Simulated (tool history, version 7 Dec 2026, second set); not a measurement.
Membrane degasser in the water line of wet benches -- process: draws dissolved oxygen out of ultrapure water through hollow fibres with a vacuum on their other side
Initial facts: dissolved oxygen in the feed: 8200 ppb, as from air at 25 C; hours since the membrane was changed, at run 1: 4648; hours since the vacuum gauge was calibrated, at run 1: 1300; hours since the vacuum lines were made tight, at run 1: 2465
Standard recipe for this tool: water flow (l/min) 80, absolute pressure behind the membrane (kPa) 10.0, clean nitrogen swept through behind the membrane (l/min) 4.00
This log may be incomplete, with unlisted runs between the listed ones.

run     day  water flow (l/min)  absolute pressure behind the membrane (kPa)  clean nitrogen swept through behind the membrane (l/min)  hours since the membrane was changed  hours since the vacuum gauge was calibrated  hours since the vacuum lines were made tight  dissolved oxygen in the water behind the degasser (ppb)  pressure that the water loses in the fibres (kPa)
  1   0.000                  80                                         10.0                                                      4.00                                  4648                                         1300                                          2465                                                    317.2                                              43.04
  2   3.442                  80                                         10.0                                                      4.00                                  4731                                         1383                                          2547                                                    317.7                                              43.50
  3  10.146                  80                                         10.0                                                      4.00                                  4892                                         1544                                          2708                                                    318.7                                              43.44
  4  17.725                  80                                         10.0                                                      4.00                                  5074                                         1726                                          2890                                                    319.8                                              43.46
  5  22.350                  80                                         10.0                                                      4.00                                  5185                                         1837                                          3001                                                    318.8                                              43.44
  6  29.379                  80                                         10.0                                                      4.00                                  5353                                         2005                                          3170                                                    318.4                                              43.36
  7  33.725                  80                                         17.2                                                      4.00                                  5458                                         2110                                          3274                                                    609.6                                              43.59
  8  41.104                  79                                          7.6                                                      4.00                                  5635                                         2287                                          3451                                                    216.7                                              43.02
  9  48.612                 117                                          9.1                                                      6.14                                  5815                                         2467                                          3631                                                    326.1                                              63.98
 10  51.967                  55                                         10.0                                                      4.00                                  5895                                         2548                                          3712                                                    220.2                                              29.89
 11  58.758                 106                                         10.0                                                      6.64                                  6058                                         2711                                          3875                                                    302.9                                              58.00
 12  62.038                  55                                         10.0                                                      6.64                                  6137                                         2789                                          3954                                                    140.9                                              29.91
 13  67.871                  50                                          7.5                                                      5.97                                  6277                                         2929                                          4094                                                     91.0                                              27.38
 14  74.779                  50                                          7.5                                                      5.97                                  6443                                         3095                                          4259                                                     92.8                                              27.22

Alternative continuations, all from the tool just after run 14; predict every row:
  A  78.071                  94                                         10.8                                                      8.19                                  6522                                         3174                                          4338                                                        ?                                                  ?
  B  78.071                  81                                         12.5                                                     10.43                                  6522                                         3174                                          4338                                                        ?                                                  ?
  C  78.071                  50                                         15.7                                                      5.97                                  6522                                         3174                                          4338                                                        ?                                                  ?
  D  78.071                  80                                         18.4                                                      4.00                                  6522                                         3174                                          4338                                                        ?                                                  ?
  E  78.071                  77                                         22.3                                                      6.50                                  6522                                         3174                                          4338                                                        ?                                                  ?

run  dissolved oxygen in the water behind the degasser (ppb)  pressure that the water loses in the fibres (kPa)
  A                                                    240.2                                              51.59
  B                                                    195.9                                              44.14
  C                                                    249.3                                              27.48
  D                                                    664.0                                              44.15
  E                                                    521.3                                              42.21
With no hidden state in the tool, these same runs would have given:
run  dissolved oxygen in the water behind the degasser (ppb)  pressure that the water loses in the fibres (kPa)
  A                                                    226.8                                              49.55
  B                                                    186.8                                              42.40
  C                                                    243.5                                              26.40
  D                                                    650.1                                              42.40
  E                                                    511.1                                              40.54
